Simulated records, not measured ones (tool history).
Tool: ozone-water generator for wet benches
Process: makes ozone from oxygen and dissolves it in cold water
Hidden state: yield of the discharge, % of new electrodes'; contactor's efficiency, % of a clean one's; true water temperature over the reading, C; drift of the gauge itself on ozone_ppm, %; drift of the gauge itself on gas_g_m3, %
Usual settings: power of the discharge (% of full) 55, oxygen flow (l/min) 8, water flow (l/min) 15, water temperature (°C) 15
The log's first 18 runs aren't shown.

run,day,power of the discharge (% of full),oxygen flow (l/min),water flow (l/min),water temperature (°C),hours of work since the electrodes were changed,hours of work since the contactor was cleaned,hours of work since the thermometer was calibrated,dissolved ozone (ppm),ozone in the gas ahead of the water (g/m3)
19,58.238,48,6.53,15,15,1677,4335,535,34.8,208
20,60.762,50,6.53,12,9,1728,4386,586,46.2,216.2
21,63.392,55,4.46,15,21,1780,4438,639,33.2,263.5
22,65.629,55,4.46,15,21,1825,4483,684,33.1,263.4
23,69.933,55,8.32,15,21,1912,4570,770,35.8,216.6
24,72.2,65,6.7,12,16,1957,4615,815,50.8,267.8
25,75.104,65,6.7,12,16,2015,4673,874,51,271.3
26,77.517,55,8,11,16,2064,4722,922,46,220.8
27,79.567,55,4.27,11,19,2105,4763,963,42,267.2
28,83.504,67,8,17,12,2184,4842,1042,45.7,261.6
29,87.454,44,4.47,17,15,2263,4921,1121,26.9,217.9
30,90.312,44,4.47,17,15,2320,4978,1178,27.1,219.9
31,92.692,55,8,21,10,2368,5026,1226,34.7,221.9

Forecast each of these 5 alternatives for the next run:
A,96.692,69,12.15,15,13,2448,5106,1306,?,?
B,96.692,79,8,21,10,2448,5106,1306,?,?
C,96.692,81,10.7,10,10,2448,5106,1306,?,?
D,96.692,55,8,9,10,2448,5106,1306,?,?
E,96.692,56,13.57,15,15,2448,5106,1306,?,?

run,dissolved ozone (ppm),ozone in the gas ahead of the water (g/m3)
A,51.8,236.7
B,47,303
C,76.9,284
D,58.8,221.1
E,41.5,190.1
Without the tool's hidden state the same runs would have given:
run,dissolved ozone (ppm),ozone in the gas ahead of the water (g/m3)
A,51.8,236.9
B,47,303.3
C,76.9,284.2
D,58.8,221.3
E,41.5,190.2
